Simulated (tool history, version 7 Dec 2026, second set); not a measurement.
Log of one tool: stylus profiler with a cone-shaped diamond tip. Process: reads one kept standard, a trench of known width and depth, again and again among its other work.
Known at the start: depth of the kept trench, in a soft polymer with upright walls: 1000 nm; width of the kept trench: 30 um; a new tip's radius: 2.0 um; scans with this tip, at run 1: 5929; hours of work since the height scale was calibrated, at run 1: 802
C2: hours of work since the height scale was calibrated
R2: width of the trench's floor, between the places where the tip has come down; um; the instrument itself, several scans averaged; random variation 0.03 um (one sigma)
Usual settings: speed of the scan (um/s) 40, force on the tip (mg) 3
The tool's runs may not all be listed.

run 1 day=0 | speed_of_the_scan_(um/s)=40 force_on_the_tip_(mg)=3 | scans_with_this_tip=5929 C2=802 | depth_of_the_trench_(Å)=10167 R2=26.36
run 2 day=1.454 | speed_of_the_scan_(um/s)=40 force_on_the_tip_(mg)=2.41 | scans_with_this_tip=6035 C2=816 | depth_of_the_trench_(Å)=10148.9 R2=26.37
run 3 day=3.733 | speed_of_the_scan_(um/s)=40 force_on_the_tip_(mg)=2.41 | scans_with_this_tip=6202 C2=839 | depth_of_the_trench_(Å)=10145.6 R2=26.36
run 4 day=6.362 | speed_of_the_scan_(um/s)=40 force_on_the_tip_(mg)=2.41 | scans_with_this_tip=6394 C2=865 | depth_of_the_trench_(Å)=10146.1 R2=26.35
run 5 day=7.65 | speed_of_the_scan_(um/s)=40 force_on_the_tip_(mg)=2.41 | scans_with_this_tip=6488 C2=877 | depth_of_the_trench_(Å)=10144 R2=26.37
run 6 day=9.871 | speed_of_the_scan_(um/s)=40 force_on_the_tip_(mg)=2.18 | scans_with_this_tip=6650 C2=899 | depth_of_the_trench_(Å)=10138 R2=26.35
run 7 day=11.175 | speed_of_the_scan_(um/s)=40 force_on_the_tip_(mg)=3 | scans_with_this_tip=6746 C2=912 | depth_of_the_trench_(Å)=10167.9 R2=26.37
run 8 day=13.192 | speed_of_the_scan_(um/s)=40 force_on_the_tip_(mg)=3 | scans_with_this_tip=6893 C2=932 | depth_of_the_trench_(Å)=10167.8 R2=26.4
run 9 day=15.35 | speed_of_the_scan_(um/s)=12 force_on_the_tip_(mg)=3 | scans_with_this_tip=7051 C2=954 | depth_of_the_trench_(Å)=10165.2 R2=26.52
run 10 day=17.688 | speed_of_the_scan_(um/s)=12 force_on_the_tip_(mg)=3 | scans_with_this_tip=7222 C2=977 | depth_of_the_trench_(Å)=10166 R2=26.48
run 11 day=20.429 | speed_of_the_scan_(um/s)=13 force_on_the_tip_(mg)=1.45 | scans_with_this_tip=7422 C2=1004 | depth_of_the_trench_(Å)=10102.5 R2=26.52
run 12 day=22.654 | speed_of_the_scan_(um/s)=129 force_on_the_tip_(mg)=6.99 | scans_with_this_tip=7585 C2=1026 | depth_of_the_trench_(Å)=10292.6 R2=26.22
run 13 day=25.092 | speed_of_the_scan_(um/s)=129 force_on_the_tip_(mg)=6.99 | scans_with_this_tip=7763 C2=1050 | depth_of_the_trench_(Å)=10293.6 R2=26.2

4 ways to go on from here, each from the tool as it stands after run 13. What would each give?
run A day=27.158 | speed_of_the_scan_(um/s)=21 force_on_the_tip_(mg)=6.92 | scans_with_this_tip=7914 C2=1070 | depth_of_the_trench_(Å)=? R2=?
run B day=27.158 | speed_of_the_scan_(um/s)=48 force_on_the_tip_(mg)=6.99 | scans_with_this_tip=7914 C2=1070 | depth_of_the_trench_(Å)=? R2=?
run C day=27.158 | speed_of_the_scan_(um/s)=56 force_on_the_tip_(mg)=1.02 | scans_with_this_tip=7914 C2=1070 | depth_of_the_trench_(Å)=? R2=?
run D day=27.158 | speed_of_the_scan_(um/s)=46 force_on_the_tip_(mg)=8.21 | scans_with_this_tip=7914 C2=1070 | depth_of_the_trench_(Å)=? R2=?

run=A depth_of_the_trench_(Å)=10295.6 R2=26.46
run=B depth_of_the_trench_(Å)=10292.8 R2=26.46
run=C depth_of_the_trench_(Å)=10080.3 R2=26.2
run=D depth_of_the_trench_(Å)=10327.5 R2=26.4
Without the tool's hidden state the same runs would have given:
run=A depth_of_the_trench_(Å)=10295.3 R2=26.47
run=B depth_of_the_trench_(Å)=10292.5 R2=26.47
run=C depth_of_the_trench_(Å)=10080 R2=26.21
run=D depth_of_the_trench_(Å)=10327.2 R2=26.41
